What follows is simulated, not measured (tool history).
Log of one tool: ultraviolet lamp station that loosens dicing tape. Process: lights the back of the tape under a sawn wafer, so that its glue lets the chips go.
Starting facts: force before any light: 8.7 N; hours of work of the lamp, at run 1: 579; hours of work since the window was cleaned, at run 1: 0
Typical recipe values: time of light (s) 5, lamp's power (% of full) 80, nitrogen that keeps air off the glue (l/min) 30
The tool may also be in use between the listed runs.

run     day  time of light (s)  lamp's power (% of full)  nitrogen that keeps air off the glue (l/min)  hours of work of the lamp  hours of work since the window was cleaned  force that peels the tape off (N)  light that reached the tape (J/m2)
  1       0                  5                        80                                            30                        579                                           0                              0.529                                2030
  2   0.788                  5                        80                                            30                        594                                          15                              0.554                                1990
  3   1.196                  5                        71                                            30                        601                                          23                               0.74                                1770
  4   1.875                  5                        71                                            30                        614                                          36                              0.737                                1770
  5   2.642                  5                        80                                            32                        629                                          51                              0.518                                2000
  6   3.096                  5                        80                                            30                        638                                          59                              0.569                                1900
  7   3.517                  5                        80                                            30                        646                                          67                              0.587                                1940
  8   4.058                  5                        80                                            30                        656                                          78                              0.592                                1910
  9   4.642                  5                        80                                            30                        667                                          89                              0.617                                1930
 10   5.233                  5                        76                                            30                        679                                         100                              0.652                                1790
 11   5.729                  5                        91                                            30                        688                                         110                              0.468                                2180
 12   6.312                  5                        91                                            30                        699                                         121                              0.469                                2140
 13   6.804                  5                        91                                            30                        709                                         130                              0.469                                2110
 14   7.529                  5                        91                                            30                        723                                         144                              0.472                                2110
 15   8.175                  3                        91                                            30                        735                                         156                              1.319                                1260
 16   9.046                  3                        91                                            30                        752                                         173                              1.408                                1270
 17   9.921                  3                        91                                            30                        768                                         190                              1.465                                1260
 18  10.308                  9                        80                                            30                        776                                         197                              0.197                                3280
 19  10.933                  9                        90                                            46                        788                                         209                              0.148                                3730
 20  11.804                  3                        74                                             9                        804                                         226                              3.577                                1000
 21  12.475                  5                        80                                            13                        817                                         239                              1.349                                1780
 22  12.854                  9                        87                                            16                        824                                         246                              0.293                                3430
 23  13.483                  9                        87                                            16                        836                                         258                              0.312                                3420
 24  13.875                  9                        87                                            16                        844                                         265                              0.286                                3420
 25  14.346                  7                        62                                            16                        853                                         274                              1.092                                1900
 26  14.758                  7                        62                                            16                        861                                         282                              1.106                                1870
 27  15.292                  7                        62                                            16                        871                                         292                              1.082                                1810
 28  15.783                  3                        81                                            10                        880                                         302                              3.264                                1040
 29  16.579                  3                        98                                            10                        896                                         317                              2.753                                1250
 30  17.221                  3                        98                                            10                        908                                         329                              2.734                                1230
 31  17.921                  3                        98                                            10                        921                                         343                              2.716                                1230
 32  18.654                  9                        78                                            11                        935                                         357                              0.602                                2920
 33  19.317                  3                        69                                            26                        948                                         369                              2.695                                 860
 34  19.912                  6                        64                                            22                        959                                         381                              1.175                                1540
 35  20.738                  9                        97                                            39                        975                                         397                              0.152                                3500
 36  21.508                  4                        97                                            13                        990                                         411                              1.772                                1550

Below, each run's measurement less what the same run would have read without the hidden state. Both values contain the same run-to-run variation, but the gauge's scatter may not be the same in both:
Hidden conditions of the tool in this case: lamp's light, % of a new lamp's; light that the window lets through, % of a clean one's; drift of the gauge itself on peel_n, %; drift of the gauge itself on dose_mj_cm2, %.
run  force that peels the tape off (N)  light that reached the tape (J/m2)
  1                             +0.153                                -330
  2                             +0.169                                -340
  3                             +0.226                                -310
  4                              +0.23                                -320
  5                             +0.175                                -370
  6                             +0.196                                -390
  7                             +0.204                                -390
  8                             +0.209                                -410
  9                              +0.22                                -420
 10                             +0.243                                -400
 11                             +0.173                                -500
 12                              +0.18                                -510
 13                             +0.183                                -520
 14                             +0.187                                -540
 15                              +0.47                                -330
 16                             +0.514                                -350
 17                             +0.551                                -360
 18                             +0.047                                -950
 19                             +0.011                               -1110
 20                             +0.851                                -310
 21                             +0.559                                -580
 22                             +0.112                               -1120
 23                             +0.121                               -1160
 24                             +0.115                               -1170
 25                             +0.512                                -660
 26                             +0.522                                -660
 27                             +0.522                                -680
 28                             +0.966                                -390
 29                             +0.957                                -480
 30                             +0.966                                -490
 31                             +0.973                                -500
 32                             +0.327                               -1200
 33                             +1.035                                -360
 34                             +0.627                                -690
 35                             +0.021                               -1580
 36                             +0.876                                -720

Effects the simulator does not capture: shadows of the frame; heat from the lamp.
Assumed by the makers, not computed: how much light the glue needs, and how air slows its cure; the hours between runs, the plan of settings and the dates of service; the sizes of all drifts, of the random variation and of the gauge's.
